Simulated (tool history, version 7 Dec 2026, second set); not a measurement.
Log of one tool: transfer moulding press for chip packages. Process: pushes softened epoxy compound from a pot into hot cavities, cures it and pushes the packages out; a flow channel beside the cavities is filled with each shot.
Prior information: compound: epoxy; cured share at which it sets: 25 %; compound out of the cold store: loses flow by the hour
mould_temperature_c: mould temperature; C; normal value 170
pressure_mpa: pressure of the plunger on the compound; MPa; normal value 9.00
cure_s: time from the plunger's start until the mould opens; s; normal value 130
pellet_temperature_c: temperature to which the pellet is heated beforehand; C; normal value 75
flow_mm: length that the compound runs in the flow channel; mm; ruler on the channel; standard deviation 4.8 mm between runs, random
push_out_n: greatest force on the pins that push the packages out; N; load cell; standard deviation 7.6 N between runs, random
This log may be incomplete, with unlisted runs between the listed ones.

run,day,mould_temperature_c,pressure_mpa,cure_s,pellet_temperature_c,incoming compound's hours out of the cold store,flow_mm,push_out_n
1,0.000,170,9.00,130,75,42.9,699,315
2,0.238,166,9.00,130,75,31.5,766,398
3,0.446,166,9.00,130,75,47.8,702,397
4,0.662,166,9.00,166,75,41.3,729,306
5,1.021,166,9.00,114,75,36.3,743,578
6,1.471,170,9.00,129,75,14.3,821,375
7,1.892,170,9.00,129,75,35.1,734,389
8,2.279,170,9.00,129,75,33.0,743,386
# day 2.362: cavities cleaned with cleaning compound and waxed
9,2.675,170,9.00,116,67,30.5,756,511
10,3.121,177,8.73,134,84,31.6,708,347
11,3.425,167,10.06,134,84,26.9,826,457
12,3.762,170,6.97,169,81,15.0,716,361
13,4.117,170,6.97,169,81,15.1,729,365
# day 4.392: cavities cleaned with cleaning compound and waxed, once more
14,4.575,170,6.97,111,66,45.2,614,406
15,4.812,170,6.97,111,66,22.5,699,455

Branching from run 15: 3 alternative next runs. What would each branch give?
A,5.267,163,6.97,111,66,20.4,?,?
B,5.267,172,6.97,134,68,11.2,?,?
C,5.267,167,6.97,111,72,27.7,?,?

run,flow_mm,push_out_n
A,736,833
B,724,327
C,679,580
Without the tool's unlogged condition, the same runs would have read:
run,flow_mm,push_out_n
A,753,766
B,741,296
C,695,536

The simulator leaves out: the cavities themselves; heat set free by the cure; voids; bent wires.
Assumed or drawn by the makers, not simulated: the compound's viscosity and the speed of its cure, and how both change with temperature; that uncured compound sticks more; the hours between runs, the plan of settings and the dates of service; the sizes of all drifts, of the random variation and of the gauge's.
